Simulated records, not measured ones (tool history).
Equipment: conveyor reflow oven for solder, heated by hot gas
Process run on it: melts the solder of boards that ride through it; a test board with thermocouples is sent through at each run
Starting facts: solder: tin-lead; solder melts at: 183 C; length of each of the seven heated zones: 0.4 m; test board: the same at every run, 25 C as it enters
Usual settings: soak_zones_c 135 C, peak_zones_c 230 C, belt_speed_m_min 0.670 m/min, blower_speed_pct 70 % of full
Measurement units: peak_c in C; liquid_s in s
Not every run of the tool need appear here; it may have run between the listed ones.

| run | hour | soak_zones_c | peak_zones_c | belt_speed_m_min | blower_speed_pct | peak_c | liquid_s |
|---|---|---|---|---|---|---|---|
| 1 | 0.0 | 135 | 230 | 0.670 | 70 | 215.3 | 51.5 |
| 2 | 30.2 | 123 | 230 | 0.670 | 70 | 212.9 | 46.7 |
| 3 | 52.3 | 123 | 230 | 0.670 | 70 | 213.1 | 46.4 |
| 4 | 96.3 | 135 | 230 | 0.670 | 66 | 214.0 | 50.6 |
| 5 | 117.1 | 135 | 230 | 0.670 | 70 | 215.3 | 51.9 |
| 6 | 148.1 | 135 | 230 | 0.670 | 70 | 215.5 | 51.6 |
| 7 | 172.9 | 135 | 230 | 0.670 | 70 | 215.2 | 51.6 |
| 8 | 207.4 | 135 | 230 | 0.670 | 70 | 215.3 | 51.0 |
| 9 | 234.4 | 135 | 230 | 0.670 | 70 | 215.4 | 51.8 |
| 10 | 255.9 | 135 | 219 | 0.670 | 70 | 205.3 | 42.8 |
| 11 | 289.9 | 135 | 219 | 0.670 | 70 | 205.4 | 43.2 |
|  | 326.4 | belt drive overhauled, speed set with a stopwatch |
|  | 335.6 | flux residue cleaned out of gas plates and filters |
| 12 | 338.9 | 142 | 219 | 0.670 | 70 | 206.3 | 47.1 |
| 13 | 368.4 | 135 | 230 | 0.670 | 63 | 213.1 | 49.5 |
| 14 | 416.5 | 135 | 230 | 0.670 | 63 | 212.9 | 49.7 |
| 15 | 440.2 | 135 | 230 | 0.670 | 70 | 214.7 | 51.5 |
| 16 | 480.6 | 135 | 230 | 0.774 | 70 | 210.2 | 40.2 |
| 17 | 504.2 | 135 | 230 | 0.774 | 70 | 210.6 | 40.4 |
| 18 | 531.2 | 135 | 230 | 0.774 | 70 | 210.2 | 39.8 |
| 19 | 566.7 | 135 | 230 | 0.774 | 70 | 209.9 | 40.1 |
| 20 | 615.6 | 142 | 219 | 0.646 | 70 | 207.5 | 49.6 |
| 21 | 646.6 | 139 | 230 | 0.561 | 70 | 220.7 | 68.4 |

Expected results for the next run?
| 22 | 677.3 | 131 | 231 | 0.561 | 70 | ? | ? |

peak_c: 219.9 C
liquid_s: 65.2 s
If the tool had no hidden condition, the same run with the same run-to-run variation would have returned peak_c 220.1 C, liquid_s 65.3 s.

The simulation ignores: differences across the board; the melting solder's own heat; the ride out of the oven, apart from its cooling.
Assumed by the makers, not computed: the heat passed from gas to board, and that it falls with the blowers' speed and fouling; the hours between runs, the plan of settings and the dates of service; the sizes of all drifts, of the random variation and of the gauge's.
